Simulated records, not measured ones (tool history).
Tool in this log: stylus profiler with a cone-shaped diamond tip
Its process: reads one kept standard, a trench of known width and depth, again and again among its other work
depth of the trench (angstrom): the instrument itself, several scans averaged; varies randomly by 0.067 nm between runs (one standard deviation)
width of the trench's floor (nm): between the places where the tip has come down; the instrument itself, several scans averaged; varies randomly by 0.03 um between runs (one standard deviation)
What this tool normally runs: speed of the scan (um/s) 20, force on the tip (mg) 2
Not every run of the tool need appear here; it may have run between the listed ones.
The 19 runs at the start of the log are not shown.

| run | hour | speed of the scan (um/s) | force on the tip (mg) | depth of the trench (angstrom) | width of the trench's floor (nm) |
|---|---|---|---|---|---|
| 20 | 1507.1 | 20 | 2 | 1004.8 | 18130 |
|  | 1522.1 | height scale calibrated on a step standard, once more |
| 21 | 1571 | 31 | 2 | 1007.1 | 18180 |
| 22 | 1656.8 | 20 | 2 | 1005.4 | 18120 |
| 23 | 1745.8 | 20 | 2 | 1005.7 | 18120 |
| 24 | 1864.3 | 25 | 0.91 | 1003.3 | 18060 |
| 25 | 1918.5 | 19 | 1.09 | 1004.1 | 18130 |
| 26 | 2010.6 | 14 | 5 | 1011.8 | 18080 |
|  | 2099.6 | new tip fitted, height scale calibrated |
| 27 | 2134.7 | 5 | 2 | 1008.3 | 18610 |
| 28 | 2211.5 | 5 | 2 | 1007.8 | 18530 |
| 29 | 2267.1 | 12 | 3.41 | 1009.7 | 18570 |
| 30 | 2385.2 | 12 | 3.41 | 1010.9 | 18470 |

The next listed run, before its measurement:
| 31 | 2501.3 | 16 | 4.83 | ? | ? |

depth of the trench (angstrom): 1013.5
width of the trench's floor (nm): 18490
Were there no unlogged condition in the tool, this run, its random variation unchanged, would have produced depth of the trench (angstrom) 1013.8, width of the trench's floor (nm) 18580.
